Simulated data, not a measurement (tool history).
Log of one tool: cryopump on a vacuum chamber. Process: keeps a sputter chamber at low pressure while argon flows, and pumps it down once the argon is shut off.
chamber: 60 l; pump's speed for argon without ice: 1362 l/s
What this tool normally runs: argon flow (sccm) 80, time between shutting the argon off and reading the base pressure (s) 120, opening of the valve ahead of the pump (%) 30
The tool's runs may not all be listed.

run,day,argon flow (sccm),time between shutting the argon off and reading the base pressure (s),opening of the valve ahead of the pump (%),pressure while argon flows (Pa),pressure after the wait (uPa)
1,0.000,80,120,30,0.3551,1.43
2,0.842,80,120,30,0.3545,1.43
3,1.383,80,120,30,0.3562,1.47
4,1.925,80,120,30,0.3553,1.48
5,2.962,80,120,30,0.3586,1.48
6,4.033,80,120,30,0.3546,1.49
7,4.550,80,120,30,0.3580,1.52
8,5.675,80,120,30,0.3569,1.52
9,6.375,80,120,30,0.3602,1.60
10,7.383,80,120,30,0.3591,1.59
11,8.000,80,120,30,0.3619,1.64
12,8.692,80,120,30,0.3602,1.63
13,9.196,39,120,30,0.1767,1.64
14,9.912,39,120,30,0.1766,1.65
15,10.758,39,120,30,0.1766,1.70
16,11.762,39,120,30,0.1787,1.67
17,12.817,80,120,30,0.3631,1.76
18,13.538,110,99,18,0.8056,1.88
19,14.442,52,120,30,0.2374,1.82
20,15.588,52,120,21,0.3308,1.81
21,16.725,96,149,18,0.7076,1.73
22,17.562,37,73,30,0.1710,2.21
23,18.058,39,174,30,0.1805,1.74
24,18.796,142,31,19,0.9952,3.39
25,19.562,52,120,48,0.1621,1.91
26,20.488,110,28,26,0.5813,3.71
27,20.992,110,28,26,0.5794,3.78
28,21.750,63,28,30,0.2926,3.69
29,22.396,63,28,30,0.2935,3.75
30,23.312,80,61,30,0.3766,2.62
31,24.046,80,61,30,0.3344,2.08
32,25.067,86,28,48,0.2237,3.43
33,26.196,68,26,19,0.4462,3.59

Missing from the log above: 1 entry noted between runs. For each, name the pair of listed runs it sits between and say how the tool's hidden condition differs from the listed run just before to the listed run just after:
In the gap between runs 30 and 31: pump warmed up, emptied and cooled again (day 23.971)
  pump's speed, % of a pump's without ice: 69.6 -> 99.4; leak into the chamber, uPa l/s: 1444 -> 1454
  measured less the result without the state, pressure while argon flows (Pa): +0.0442 -> +0.0011; pressure after the wait (uPa): +1.33 -> +0.84
